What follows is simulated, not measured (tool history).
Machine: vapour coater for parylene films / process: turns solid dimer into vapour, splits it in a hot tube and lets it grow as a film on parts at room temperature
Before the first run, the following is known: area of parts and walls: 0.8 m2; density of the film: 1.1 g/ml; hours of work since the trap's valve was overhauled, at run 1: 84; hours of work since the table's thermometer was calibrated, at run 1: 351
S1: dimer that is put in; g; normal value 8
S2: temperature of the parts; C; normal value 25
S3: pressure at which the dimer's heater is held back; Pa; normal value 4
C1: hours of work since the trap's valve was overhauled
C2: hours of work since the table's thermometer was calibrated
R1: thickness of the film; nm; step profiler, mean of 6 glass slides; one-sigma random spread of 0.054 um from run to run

run   hour  S1  S2  S3   C1   C2    R1
  1    0.0   8  25   4   84  351  7220
  2   32.6   6  25   4  109  376  5340
  3   66.6   6  25   4  135  402  5400
  4  102.8   6  25   4  163  430  5300
  5  150.8   6  25   4  200  466  5190
  6  198.1   8  25   4  236  503  7000
     227.6  -- trap's valve overhauled
  7  250.1   8  31   4   17  540  5940

For run 8, what comes out?
     254.9  -- table's thermometer calibrated
  8  290.8   8  25   4  48  28   ?

R1: 7450 nm
Without the tool's hidden state the same run would have given R1 7380 nm.

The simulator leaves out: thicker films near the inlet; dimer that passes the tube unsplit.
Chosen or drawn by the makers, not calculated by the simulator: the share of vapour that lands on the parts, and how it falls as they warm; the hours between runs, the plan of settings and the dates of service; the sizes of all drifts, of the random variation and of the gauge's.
